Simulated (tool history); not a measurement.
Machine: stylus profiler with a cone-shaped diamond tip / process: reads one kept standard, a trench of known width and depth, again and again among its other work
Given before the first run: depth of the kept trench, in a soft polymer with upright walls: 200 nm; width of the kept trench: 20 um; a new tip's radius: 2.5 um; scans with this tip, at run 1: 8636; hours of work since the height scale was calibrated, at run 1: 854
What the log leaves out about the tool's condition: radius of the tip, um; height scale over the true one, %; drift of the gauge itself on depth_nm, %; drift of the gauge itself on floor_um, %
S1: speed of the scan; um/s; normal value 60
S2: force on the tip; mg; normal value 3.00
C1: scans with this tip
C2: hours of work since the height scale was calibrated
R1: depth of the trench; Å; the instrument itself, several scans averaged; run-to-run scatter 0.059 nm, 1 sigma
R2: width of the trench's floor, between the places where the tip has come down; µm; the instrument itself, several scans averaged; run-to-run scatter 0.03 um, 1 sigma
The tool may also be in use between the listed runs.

| run | hour | S1 | S2 | C1 | C2 | R1 | R2 |
|---|---|---|---|---|---|---|---|
| 1 | 0.0 | 60 | 3.00 | 8636 | 854 | 2027.3 | 16.18 |
| 2 | 12.4 | 60 | 3.00 | 8709 | 861 | 2026.5 | 16.18 |
| 3 | 26.8 | 60 | 3.00 | 8793 | 869 | 2027.3 | 16.17 |
| 4 | 45.9 | 60 | 3.00 | 8904 | 880 | 2027.3 | 16.15 |
| 5 | 67.5 | 82 | 3.00 | 9031 | 893 | 2027.1 | 16.05 |
| 6 | 81.8 | 82 | 3.00 | 9114 | 901 | 2026.5 | 15.99 |
| 7 | 94.5 | 82 | 3.00 | 9188 | 908 | 2026.5 | 16.06 |
| 8 | 111.0 | 60 | 3.00 | 9285 | 918 | 2027.1 | 16.04 |
|  | 120.1 | new tip fitted, height scale calibrated |
| 9 | 132.2 | 60 | 5.25 | 71 | 7 | 2046.7 | 17.81 |
| 10 | 144.0 | 60 | 5.25 | 140 | 14 | 2046.9 | 17.80 |
| 11 | 166.6 | 40 | 4.87 | 271 | 27 | 2044.9 | 17.84 |
| 12 | 188.1 | 42 | 1.61 | 397 | 39 | 2020.8 | 17.70 |
|  | 190.5 | height scale calibrated on a step standard |
| 13 | 211.6 | 96 | 8.93 | 531 | 12 | 2067.1 | 17.60 |
| 14 | 234.6 | 87 | 1.94 | 665 | 25 | 2023.3 | 17.39 |
| 15 | 255.5 | 87 | 1.94 | 788 | 38 | 2023.7 | 17.36 |
| 16 | 267.8 | 87 | 1.94 | 859 | 45 | 2024.5 | 17.37 |
| 17 | 282.7 | 87 | 1.94 | 947 | 53 | 2025.5 | 17.35 |
| 18 | 294.8 | 88 | 3.00 | 1017 | 60 | 2032.5 | 17.39 |
| 19 | 310.3 | 88 | 3.00 | 1107 | 69 | 2032.5 | 17.41 |

What if the next run were any one of these 5? Each begins from the tool's condition after run 19:
|  | 321.7 | height scale calibrated on a step standard, once more |
| A | 323.1 | 17 | 3.00 | 1179 | 1 | ? | ? |
|  | 321.7 | height scale calibrated on a step standard, once more |
| B | 323.1 | 82 | 5.18 | 1179 | 1 | ? | ? |
|  | 321.7 | height scale calibrated on a step standard, once more |
| C | 323.1 | 114 | 6.79 | 1179 | 1 | ? | ? |
|  | 321.7 | height scale calibrated on a step standard, once more |
| D | 323.1 | 80 | 2.00 | 1179 | 1 | ? | ? |
|  | 321.7 | height scale calibrated on a step standard, once more |
| E | 323.1 | 26 | 2.14 | 1179 | 1 | ? | ? |

| run | R1 | R2 |
|---|---|---|
| A | 2032.0 | 17.68 |
| B | 2045.9 | 17.44 |
| C | 2055.1 | 17.42 |
| D | 2024.6 | 17.27 |
| E | 2024.9 | 17.56 |
Without the tool's unlogged condition, the same runs would have read:
| run | R1 | R2 |
|---|---|---|
| A | 2031.6 | 18.00 |
| B | 2045.4 | 17.76 |
| C | 2054.7 | 17.74 |
| D | 2024.1 | 17.59 |
| E | 2024.5 | 17.88 |
